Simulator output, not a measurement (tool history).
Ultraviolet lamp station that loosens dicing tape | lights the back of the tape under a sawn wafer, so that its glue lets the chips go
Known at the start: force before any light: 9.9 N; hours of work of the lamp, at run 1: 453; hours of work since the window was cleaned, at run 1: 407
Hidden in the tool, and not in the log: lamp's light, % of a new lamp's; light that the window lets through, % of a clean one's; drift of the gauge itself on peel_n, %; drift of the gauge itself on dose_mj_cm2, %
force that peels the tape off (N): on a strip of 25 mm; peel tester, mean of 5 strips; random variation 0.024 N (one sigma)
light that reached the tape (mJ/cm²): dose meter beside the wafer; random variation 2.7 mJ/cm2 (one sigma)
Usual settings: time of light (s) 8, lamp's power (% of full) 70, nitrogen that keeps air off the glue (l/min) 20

run,hour,time of light (s),lamp's power (% of full),nitrogen that keeps air off the glue (l/min),hours of work of the lamp,hours of work since the window was cleaned,force that peels the tape off (N),light that reached the tape (mJ/cm²)
1,0,8,70,20,453,407,1.814,291
2,11,8,70,20,460,415,1.815,290
3,17.9,8,70,20,465,420,1.834,291
4,33,8,70,20,476,430,1.913,288
5,48.2,8,70,34,487,441,1.423,287
6,61.2,8,70,34,496,450,1.533,285
7,74.1,8,70,20,505,460,1.836,283
8,84.8,8,70,20,513,467,1.928,279
9,97.5,10,70,20,522,476,1.256,344
10,109.8,10,70,20,531,485,1.268,346
11,125.5,10,70,20,542,496,1.296,344
12,138.6,10,70,20,551,505,1.269,344
13,153.2,8,70,17,562,516,2.129,273
14,162.4,8,70,17,568,522,2.111,268
15,178.9,8,64,17,580,534,2.316,248
16,190.5,10,70,20,588,542,1.324,339
17,207,10,70,20,600,554,1.391,336
18,223.8,16,70,20,612,566,0.445,538
19,237.8,8,70,11,622,576,2.564,266
20,244.8,8,70,20,627,581,2.053,265
21,254.1,8,70,9,633,588,2.903,259
22,262.7,8,70,9,640,594,2.852,264
23,269.6,6,68,23,645,599,2.973,191
24,276.6,9,62,38,649,604,1.655,260
25,287,10,62,8,657,611,2.668,287
# hour 294.4: window cleaned of glue's vapour
26,300.8,13,74,20,666,5,0.442,539
27,312.8,6,92,20,675,13,1.574,308
28,326.5,11,67,39,685,23,0.613,403
29,335.1,11,70,12,691,29,1.149,426
30,344.8,12,79,7,698,36,1.093,515
31,356.3,11,79,12,706,44,0.916,479
32,367.6,7,83,22,714,52,1.469,317
33,381.8,10,80,38,724,62,0.531,432
34,391.3,10,80,38,731,69,0.53,431
35,398.7,15,70,17,736,74,0.421,563
36,405.6,15,70,17,741,79,0.444,563
37,421.5,15,70,7,752,90,0.904,559
38,437.4,6,82,39,764,102,1.613,260
39,451.7,8,64,18,774,112,2.064,274
40,462.7,6,92,11,782,120,2.44,297
41,474.7,7,70,20,790,128,2.161,259
42,489,7,70,20,800,138,2.183,253
43,506,7,70,29,812,151,1.933,255

5 ways to go on from here, each from the tool as it stands after run 43. What would each give?
A,515.8,13,60,29,819,158,?,?
B,515.8,8,65,36,819,158,?,?
C,515.8,6,60,27,819,158,?,?
D,515.8,7,80,29,819,158,?,?
E,515.8,4,70,29,819,158,?,?

run,force that peels the tape off (N),light that reached the tape (mJ/cm²)
A,0.741,402
B,1.639,265
C,3.014,183
D,1.508,286
E,3.895,146
Without the tool's hidden state the same runs would have given:
run,force that peels the tape off (N),light that reached the tape (mJ/cm²)
A,0.421,498
B,1.074,328
C,2.275,227
D,0.979,353
E,3.116,181
